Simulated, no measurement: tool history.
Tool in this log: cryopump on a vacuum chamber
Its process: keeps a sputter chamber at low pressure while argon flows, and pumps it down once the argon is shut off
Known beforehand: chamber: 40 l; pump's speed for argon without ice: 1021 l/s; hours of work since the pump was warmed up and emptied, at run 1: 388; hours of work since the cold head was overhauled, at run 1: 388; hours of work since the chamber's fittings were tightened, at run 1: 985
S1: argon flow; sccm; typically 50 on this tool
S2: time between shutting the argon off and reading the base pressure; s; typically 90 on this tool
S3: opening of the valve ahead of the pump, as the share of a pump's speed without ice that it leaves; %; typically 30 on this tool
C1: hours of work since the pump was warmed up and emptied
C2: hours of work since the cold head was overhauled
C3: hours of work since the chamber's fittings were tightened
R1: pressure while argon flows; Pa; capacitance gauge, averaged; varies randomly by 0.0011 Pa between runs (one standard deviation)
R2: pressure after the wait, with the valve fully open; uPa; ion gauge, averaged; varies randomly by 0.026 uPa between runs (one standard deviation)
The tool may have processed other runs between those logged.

Run 1, hour 0.0: usual settings; C1 388; C2 388; C3 985. Result: R1 0.2808 Pa, R2 4.66 uPa.
Run 2, hour 13.6: usual settings; C1 400; C2 400; C3 997. Result: R1 0.2805 Pa, R2 4.70 uPa.
Run 3, hour 27.6: usual settings; C1 412; C2 412; C3 1010. Result: R1 0.2806 Pa, R2 4.73 uPa.
Run 4, hour 35.5: usual settings but S1 20 sccm; C1 419; C2 419; C3 1017. Result: R1 0.1115 Pa, R2 4.72 uPa.
Run 5, hour 43.6: usual settings but S1 20 sccm, S3 39 %; C1 426; C2 426; C3 1024. Result: R1 0.0868 Pa, R2 4.76 uPa.
At hour 50.1: leaking fittings of the chamber tightened, without venting.
Run 6, hour 57.3: usual settings but S1 20 sccm, S3 39 %; C1 437; C2 437; C3 6. Result: R1 0.0863 Pa, R2 1.26 uPa.
Run 7, hour 66.2: usual settings; C1 445; C2 445; C3 14. Result: R1 0.2823 Pa, R2 1.35 uPa.
Run 8, hour 78.1: usual settings; C1 456; C2 456; C3 25. Result: R1 0.2807 Pa, R2 1.33 uPa.
Run 9, hour 85.8: usual settings; C1 462; C2 462; C3 32. Result: R1 0.2799 Pa, R2 1.35 uPa.
Run 10, hour 95.3: usual settings; C1 471; C2 471; C3 40. Result: R1 0.2798 Pa, R2 1.44 uPa.
Run 11, hour 104.9: usual settings; C1 479; C2 479; C3 49. Result: R1 0.2799 Pa, R2 1.41 uPa.
Run 12, hour 118.9: usual settings; C1 492; C2 492; C3 61. Result: R1 0.2813 Pa, R2 1.46 uPa.
Run 13, hour 133.2: usual settings; C1 505; C2 505; C3 74. Result: R1 0.2816 Pa, R2 1.52 uPa.
Run 14, hour 142.2: usual settings but S1 77 sccm; C1 513; C2 513; C3 82. Result: R1 0.4370 Pa, R2 1.57 uPa.
Run 15, hour 156.3: usual settings but S1 31 sccm, S2 95 s, S3 33 %; C1 525; C2 525; C3 95. Result: R1 0.1591 Pa, R2 1.61 uPa.
Run 16, hour 167.3: usual settings but S1 31 sccm, S2 95 s, S3 33 %; C1 535; C2 535; C3 105. Result: R1 0.1591 Pa, R2 1.55 uPa.
Run 17, hour 182.8: usual settings but S1 31 sccm, S2 95 s, S3 33 %; C1 549; C2 549; C3 118. Result: R1 0.1592 Pa, R2 1.69 uPa.
Run 18, hour 190.2: usual settings but S1 26 sccm, S2 105 s, S3 19 %; C1 555; C2 555; C3 125. Result: R1 0.2298 Pa, R2 1.56 uPa.
Run 19, hour 202.7: usual settings but S1 26 sccm, S2 105 s, S3 19 %; C1 567; C2 567; C3 136. Result: R1 0.2304 Pa, R2 1.60 uPa.
Run 20, hour 214.0: usual settings but S1 26 sccm, S2 105 s, S3 19 %; C1 577; C2 577; C3 146. Result: R1 0.2315 Pa, R2 1.66 uPa.
Run 21, hour 223.6: usual settings but S2 21 s, S3 38 %; C1 585; C2 585; C3 155. Result: R1 0.2262 Pa, R2 4.54 uPa.
Run 22, hour 233.3: usual settings but S1 66 sccm, S2 61 s; C1 594; C2 594; C3 163. Result: R1 0.3757 Pa, R2 2.21 uPa.
Run 23, hour 249.0: usual settings but S1 43 sccm, S2 25 s, S3 38 %; C1 608; C2 608; C3 177. Result: R1 0.1935 Pa, R2 4.04 uPa.
Run 24, hour 261.9: usual settings but S1 43 sccm, S2 87 s, S3 34 %; C1 619; C2 619; C3 189. Result: R1 0.2164 Pa, R2 2.04 uPa.
Run 25, hour 272.3: usual settings but S3 51 %; C1 629; C2 629; C3 198. Result: R1 0.1707 Pa, R2 1.96 uPa.

Each row is a separate what-if for the run after 25, all from the same tool condition, not one after another. Results?
Run A, hour 289.0: usual settings but S1 47 sccm, S3 51 %; C1 643; C2 643; C3 213. Result: R1 ?, R2 ?.
Run B, hour 289.0: usual settings but S2 129 s, S3 51 %; C1 643; C2 643; C3 213. Result: R1 ?, R2 ?.
Run C, hour 289.0: usual settings but S1 24 sccm, S2 21 s, S3 22 %; C1 643; C2 643; C3 213. Result: R1 ?, R2 ?.
Run D, hour 289.0: usual settings but S2 32 s, S3 26 %; C1 643; C2 643; C3 213. Result: R1 ?, R2 ?.

run      R1    R2
  A  0.1595  2.07
  B  0.1705  1.81
  C  0.1839  4.78
  D  0.3247  3.58
What these runs would have given with no unlogged condition in the tool:
run      R1    R2
  A  0.1526  1.16
  B  0.1631  0.90
  C  0.1804  3.87
  D  0.3173  2.67
